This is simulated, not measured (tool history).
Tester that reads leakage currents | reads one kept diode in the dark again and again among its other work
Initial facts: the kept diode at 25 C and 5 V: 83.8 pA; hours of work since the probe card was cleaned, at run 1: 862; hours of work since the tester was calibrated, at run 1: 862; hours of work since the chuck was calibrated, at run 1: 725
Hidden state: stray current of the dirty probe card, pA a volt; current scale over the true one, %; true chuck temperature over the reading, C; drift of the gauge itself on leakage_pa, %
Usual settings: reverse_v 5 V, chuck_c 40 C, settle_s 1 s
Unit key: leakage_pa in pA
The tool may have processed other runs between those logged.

run,day,reverse_v,chuck_c,settle_s,hours of work since the probe card was cleaned,hours of work since the tester was calibrated,hours of work since the chuck was calibrated,leakage_pa
1,0,5,40,1,862,862,725,254.21
2,3.725,5.78,40,1,926,926,789,272.08
3,7.788,5.78,40,1,995,995,858,270.65
4,12.012,18.86,40,1,1066,1066,929,485.44
5,14.817,18.86,40,1,1114,1114,977,481.47
6,21.062,18.86,40,1,1220,1220,1083,480.03
7,26.179,18.86,40,1,1307,1307,1170,475.51
8,30.471,18.86,40,6.23,1380,1380,1243,468.39
# day 33.379: chuck's temperature calibrated
9,35.754,18.86,40,6.23,1469,1469,40,552.5
10,39.058,4.28,40,1,1525,1525,97,264.71
11,42.896,5,53,1.15,1590,1590,162,731.37
12,45.475,5,47,1.81,1634,1634,206,475.21
13,48.012,2.01,22,2.23,1677,1677,249,42.89
14,51.217,3.44,54,0.32,1731,1731,303,643.45

Hidden state at the last listed run before each entry between runs and at the first one after, where it differs:
Between runs 8 and 9: chuck's temperature calibrated (day 33.379)
  stray current of the dirty probe card, pA a volt: 0.822 -> 0.873; current scale over the true one, %: 0.52 -> 0.55; true chuck temperature over the reading, C: -2.17 -> 0
  measured minus no-state result, leakage_pa: -64.77 -> +19.14 pA
